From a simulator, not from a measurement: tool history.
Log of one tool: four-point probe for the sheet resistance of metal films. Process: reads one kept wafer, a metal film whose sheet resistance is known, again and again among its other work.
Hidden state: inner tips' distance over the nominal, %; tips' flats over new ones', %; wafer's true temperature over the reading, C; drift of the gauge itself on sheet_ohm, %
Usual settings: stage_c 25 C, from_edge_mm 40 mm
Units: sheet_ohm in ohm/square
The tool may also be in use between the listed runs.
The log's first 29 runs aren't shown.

run	hour	stage_c	from_edge_mm	touches since the probe head was changed	hours of work since the stage's thermometer was calibrated	sheet_ohm
30	1965.4	32	22	166100	1365	1.356541
31	2023.7	35	21	167670	1397	1.352741
32	2079.4	23	8	169173	1428	1.385683
33	2160.5	31	8	171357	1472	1.37401
# hour 2234.6: stage's thermometer calibrated
34	2234.6	31	8	173341	0	1.376022
35	2318.8	18	8	175612	46	1.395836
36	2409	18	8	178042	96	1.396576
37	2480.2	18	8	179961	135	1.395827
38	2541.2	18	8	181605	168	1.396784
39	2585.5	18	8	182799	192	1.39685
40	2682.6	19	3	185415	245	1.496565
41	2765.3	19	3	187643	291	1.496673
42	2831.5	19	3	189429	327	1.497
43	2917	19	3	191731	374	1.497432
44	2983.7	22	18	193530	410	1.376283
45	3089	18	69	196368	468	1.37908

4 ways to go on from here, each from the tool as it stands after run 45. What would each give?
A	3142	29	10	197797	497	?
B	3142	26	26	197797	497	?
C	3142	26	24	197797	497	?
D	3142	18	9	197797	497	?

run	sheet_ohm
A	1.373825
B	1.368031
C	1.369373
D	1.393658
Without the tool's hidden state the same runs would have given:
run	sheet_ohm
A	1.357826
B	1.352096
C	1.353423
D	1.377455

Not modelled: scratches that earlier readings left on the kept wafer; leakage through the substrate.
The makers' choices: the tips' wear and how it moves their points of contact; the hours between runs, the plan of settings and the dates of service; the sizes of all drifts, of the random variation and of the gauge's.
